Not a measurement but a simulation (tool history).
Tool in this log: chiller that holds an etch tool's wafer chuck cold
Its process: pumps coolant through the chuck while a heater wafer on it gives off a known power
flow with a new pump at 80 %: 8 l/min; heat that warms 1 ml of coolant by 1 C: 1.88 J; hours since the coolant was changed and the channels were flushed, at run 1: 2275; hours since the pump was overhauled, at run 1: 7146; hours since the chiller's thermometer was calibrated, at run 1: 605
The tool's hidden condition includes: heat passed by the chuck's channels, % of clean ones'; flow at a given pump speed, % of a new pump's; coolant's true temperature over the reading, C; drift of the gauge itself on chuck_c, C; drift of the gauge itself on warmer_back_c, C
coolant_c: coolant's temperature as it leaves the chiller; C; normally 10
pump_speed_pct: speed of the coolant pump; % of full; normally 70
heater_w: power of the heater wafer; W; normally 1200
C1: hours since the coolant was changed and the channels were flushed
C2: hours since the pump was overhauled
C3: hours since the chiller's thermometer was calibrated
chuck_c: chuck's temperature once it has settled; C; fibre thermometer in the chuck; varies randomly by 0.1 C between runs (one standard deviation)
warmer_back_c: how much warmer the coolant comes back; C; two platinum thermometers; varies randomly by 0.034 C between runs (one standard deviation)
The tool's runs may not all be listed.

run 1 day=0 | coolant_c=10 pump_speed_pct=70 heater_w=1200 | C1=2275 C2=7146 C3=605 | chuck_c=21.1 warmer_back_c=6.12
run 2 day=4.779 | coolant_c=10 pump_speed_pct=70 heater_w=1200 | C1=2389 C2=7261 C3=720 | chuck_c=21.1 warmer_back_c=6.23
run 3 day=11.146 | coolant_c=10 pump_speed_pct=70 heater_w=1200 | C1=2542 C2=7413 C3=872 | chuck_c=21.1 warmer_back_c=6.17
run 4 day=19.179 | coolant_c=10 pump_speed_pct=70 heater_w=1200 | C1=2735 C2=7606 C3=1065 | chuck_c=21.4 warmer_back_c=6.27
-- day=20.167 coolant pump overhauled
run 5 day=24.779 | coolant_c=10 pump_speed_pct=70 heater_w=1200 | C1=2864 C2=111 C3=1195 | chuck_c=20.6 warmer_back_c=5.52
run 6 day=28.779 | coolant_c=10 pump_speed_pct=70 heater_w=1200 | C1=2960 C2=207 C3=1291 | chuck_c=20.6 warmer_back_c=5.47
run 7 day=33.1 | coolant_c=10 pump_speed_pct=70 heater_w=1200 | C1=3064 C2=310 C3=1394 | chuck_c=20.8 warmer_back_c=5.54
run 8 day=40.171 | coolant_c=10 pump_speed_pct=70 heater_w=1200 | C1=3234 C2=480 C3=1564 | chuck_c=20.7 warmer_back_c=5.57
run 9 day=43.858 | coolant_c=10 pump_speed_pct=70 heater_w=1200 | C1=3322 C2=569 C3=1653 | chuck_c=20.8 warmer_back_c=5.55
run 10 day=48.333 | coolant_c=10 pump_speed_pct=70 heater_w=1200 | C1=3430 C2=676 C3=1760 | chuck_c=20.7 warmer_back_c=5.49
run 11 day=53.267 | coolant_c=10 pump_speed_pct=70 heater_w=1200 | C1=3548 C2=794 C3=1878 | chuck_c=20.8 warmer_back_c=5.57
run 12 day=56.825 | coolant_c=16 pump_speed_pct=70 heater_w=1200 | C1=3633 C2=880 C3=1964 | chuck_c=26.9 warmer_back_c=5.58
run 13 day=63.617 | coolant_c=16 pump_speed_pct=70 heater_w=1200 | C1=3796 C2=1043 C3=2127 | chuck_c=27.2 warmer_back_c=5.54
run 14 day=67.121 | coolant_c=18 pump_speed_pct=70 heater_w=1200 | C1=3881 C2=1127 C3=2211 | chuck_c=29.1 warmer_back_c=5.56
run 15 day=73.6 | coolant_c=10 pump_speed_pct=70 heater_w=1200 | C1=4036 C2=1282 C3=2366 | chuck_c=21.4 warmer_back_c=5.61
-- day=76.692 coolant changed, channels flushed
run 16 day=77.438 | coolant_c=10 pump_speed_pct=70 heater_w=1200 | C1=18 C2=1369 C3=2452 | chuck_c=19.8 warmer_back_c=5.58
run 17 day=85.033 | coolant_c=10 pump_speed_pct=70 heater_w=1200 | C1=200 C2=1551 C3=2635 | chuck_c=19.8 warmer_back_c=5.6
run 18 day=91.183 | coolant_c=5 pump_speed_pct=70 heater_w=1200 | C1=348 C2=1698 C3=2782 | chuck_c=14.8 warmer_back_c=5.59
run 19 day=94.908 | coolant_c=5 pump_speed_pct=70 heater_w=1200 | C1=437 C2=1788 C3=2872 | chuck_c=14.8 warmer_back_c=5.55
run 20 day=99.046 | coolant_c=10 pump_speed_pct=80 heater_w=1108 | C1=537 C2=1887 C3=2971 | chuck_c=18.3 warmer_back_c=4.64
run 21 day=104.275 | coolant_c=10 pump_speed_pct=80 heater_w=1108 | C1=662 C2=2013 C3=3097 | chuck_c=18.7 warmer_back_c=4.53
run 22 day=111.379 | coolant_c=7 pump_speed_pct=67 heater_w=1108 | C1=833 C2=2183 C3=3267 | chuck_c=16.6 warmer_back_c=5.42
run 23 day=114.862 | coolant_c=16 pump_speed_pct=74 heater_w=1108 | C1=916 C2=2267 C3=3351 | chuck_c=25.1 warmer_back_c=5
run 24 day=121.721 | coolant_c=7 pump_speed_pct=81 heater_w=1200 | C1=1081 C2=2431 C3=3515 | chuck_c=16.6 warmer_back_c=4.9
run 25 day=129.675 | coolant_c=7 pump_speed_pct=81 heater_w=1200 | C1=1272 C2=2622 C3=3706 | chuck_c=16.5 warmer_back_c=4.94
run 26 day=138.096 | coolant_c=7 pump_speed_pct=67 heater_w=1229 | C1=1474 C2=2824 C3=3908 | chuck_c=18.1 warmer_back_c=6.16
run 27 day=144.104 | coolant_c=7 pump_speed_pct=67 heater_w=1229 | C1=1618 C2=2969 C3=4052 | chuck_c=18.3 warmer_back_c=6.16
run 28 day=149.012 | coolant_c=10 pump_speed_pct=70 heater_w=947 | C1=1736 C2=3086 C3=4170 | chuck_c=18.3 warmer_back_c=4.51
run 29 day=157.271 | coolant_c=10 pump_speed_pct=70 heater_w=947 | C1=1934 C2=3284 C3=4368 | chuck_c=18.6 warmer_back_c=4.57
-- day=163.296 chiller's thermometer calibrated
run 30 day=164.254 | coolant_c=2 pump_speed_pct=88 heater_w=1676 | C1=2101 C2=3451 C3=23 | chuck_c=14.8 warmer_back_c=6.47
run 31 day=169.308 | coolant_c=2 pump_speed_pct=88 heater_w=1676 | C1=2222 C2=3572 C3=144 | chuck_c=15 warmer_back_c=6.48
run 32 day=174.95 | coolant_c=2 pump_speed_pct=88 heater_w=1676 | C1=2357 C2=3708 C3=280 | chuck_c=15.1 warmer_back_c=6.42
run 33 day=181.575 | coolant_c=6 pump_speed_pct=95 heater_w=879 | C1=2516 C2=3867 C3=439 | chuck_c=12.6 warmer_back_c=3.18

Alternative continuations, all from the tool just after run 33; predict every row:
run A day=187.304 | coolant_c=17 pump_speed_pct=95 heater_w=1260 | C1=2654 C2=4004 C3=576 | chuck_c=? warmer_back_c=?
run B day=187.304 | coolant_c=18 pump_speed_pct=85 heater_w=1449 | C1=2654 C2=4004 C3=576 | chuck_c=? warmer_back_c=?
run C day=187.304 | coolant_c=6 pump_speed_pct=99 heater_w=879 | C1=2654 C2=4004 C3=576 | chuck_c=? warmer_back_c=?

run=A chuck_c=26.6 warmer_back_c=4.52
run=B chuck_c=29.7 warmer_back_c=5.84
run=C chuck_c=12.4 warmer_back_c=3.01
What these runs would have given with no unlogged condition in the tool:
run=A chuck_c=25.4 warmer_back_c=4.22
run=B chuck_c=28.2 warmer_back_c=5.44
run=C chuck_c=11.5 warmer_back_c=2.81
